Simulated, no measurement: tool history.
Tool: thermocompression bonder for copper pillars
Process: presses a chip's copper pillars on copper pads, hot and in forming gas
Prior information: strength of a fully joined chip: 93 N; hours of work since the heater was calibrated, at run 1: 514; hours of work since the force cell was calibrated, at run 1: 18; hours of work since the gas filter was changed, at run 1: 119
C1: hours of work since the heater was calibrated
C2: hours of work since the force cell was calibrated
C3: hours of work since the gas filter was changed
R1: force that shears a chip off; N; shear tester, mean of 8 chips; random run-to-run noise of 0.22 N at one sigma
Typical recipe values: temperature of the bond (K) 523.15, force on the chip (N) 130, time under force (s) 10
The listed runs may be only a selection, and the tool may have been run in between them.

{"run": 1, "hour": 0.0, "temperature of the bond (K)": 523.15, "force on the chip (N)": 130, "time under force (s)": 10, "C1": 514, "C2": 18, "C3": 119, "R1": 45.8}
{"run": 2, "hour": 9.0, "temperature of the bond (K)": 523.15, "force on the chip (N)": 142, "time under force (s)": 10, "C1": 519, "C2": 24, "C3": 124, "R1": 48.5}
{"run": 3, "hour": 13.3, "temperature of the bond (K)": 523.15, "force on the chip (N)": 91, "time under force (s)": 10, "C1": 522, "C2": 26, "C3": 127, "R1": 36.0}
{"run": 4, "hour": 19.0, "temperature of the bond (K)": 523.15, "force on the chip (N)": 91, "time under force (s)": 10, "C1": 525, "C2": 30, "C3": 130, "R1": 36.0}
{"run": 5, "hour": 25.4, "temperature of the bond (K)": 523.15, "force on the chip (N)": 91, "time under force (s)": 10, "C1": 529, "C2": 34, "C3": 134, "R1": 36.3}
{"run": 6, "hour": 29.8, "temperature of the bond (K)": 523.15, "force on the chip (N)": 91, "time under force (s)": 10, "C1": 532, "C2": 36, "C3": 137, "R1": 35.8}
{"run": 7, "hour": 34.2, "temperature of the bond (K)": 523.15, "force on the chip (N)": 91, "time under force (s)": 10, "C1": 535, "C2": 39, "C3": 140, "R1": 36.1}
{"run": 8, "hour": 40.4, "temperature of the bond (K)": 523.15, "force on the chip (N)": 91, "time under force (s)": 10, "C1": 538, "C2": 43, "C3": 144, "R1": 36.3}
{"run": 9, "hour": 49.6, "temperature of the bond (K)": 523.15, "force on the chip (N)": 91, "time under force (s)": 10, "C1": 544, "C2": 48, "C3": 149, "R1": 36.1}
{"run": 10, "hour": 57.3, "temperature of the bond (K)": 521.15, "force on the chip (N)": 130, "time under force (s)": 10, "C1": 549, "C2": 53, "C3": 154, "R1": 45.2}
{"run": 11, "hour": 66.4, "temperature of the bond (K)": 528.15, "force on the chip (N)": 130, "time under force (s)": 16, "C1": 554, "C2": 59, "C3": 159, "R1": 55.2}
{"run": 12, "hour": 75.3, "temperature of the bond (K)": 515.15, "force on the chip (N)": 130, "time under force (s)": 24, "C1": 560, "C2": 64, "C3": 165, "R1": 56.0}
{"run": 13, "hour": 84.2, "temperature of the bond (K)": 515.15, "force on the chip (N)": 130, "time under force (s)": 10, "C1": 565, "C2": 70, "C3": 170, "R1": 42.4}
{"run": 14, "hour": 89.0, "temperature of the bond (K)": 515.15, "force on the chip (N)": 130, "time under force (s)": 10, "C1": 568, "C2": 73, "C3": 173, "R1": 42.0}
{"run": 15, "hour": 98.6, "temperature of the bond (K)": 523.15, "force on the chip (N)": 146, "time under force (s)": 23, "C1": 574, "C2": 78, "C3": 179, "R1": 63.0}
{"run": 16, "hour": 105.9, "temperature of the bond (K)": 523.15, "force on the chip (N)": 112, "time under force (s)": 5, "C1": 578, "C2": 83, "C3": 184, "R1": 31.9}
{"run": 17, "hour": 110.9, "temperature of the bond (K)": 510.15, "force on the chip (N)": 185, "time under force (s)": 8, "C1": 582, "C2": 86, "C3": 187, "R1": 46.5}
{"run": 18, "hour": 116.4, "temperature of the bond (K)": 523.15, "force on the chip (N)": 116, "time under force (s)": 7, "C1": 585, "C2": 89, "C3": 190, "R1": 37.2}
{"run": 19, "hour": 123.0, "temperature of the bond (K)": 523.15, "force on the chip (N)": 116, "time under force (s)": 7, "C1": 589, "C2": 93, "C3": 194, "R1": 37.1}

For each run, the measured value with the value that run would have given without the tool's hidden condition subtracted. The run-to-run variation is shared by both, the gauge scatter possibly not:
Hidden state present: true temperature of the bond over the reading, C; force that reaches the chip, % of what is set; oxide that the forming gas leaves, % of the face; drift of the gauge itself on shear_n, %.
run=1 R1=+0.5
run=2 R1=+0.5
run=3 R1=+0.5
run=4 R1=+0.5
run=5 R1=+0.5
run=6 R1=+0.5
run=7 R1=+0.5
run=8 R1=+0.5
run=9 R1=+0.5
run=10 R1=+0.5
run=11 R1=+0.2
run=12 R1=+0.3
run=13 R1=+0.5
run=14 R1=+0.5
run=15 R1=-0.1
run=16 R1=+0.4
run=17 R1=+0.4
run=18 R1=+0.3
run=19 R1=+0.4
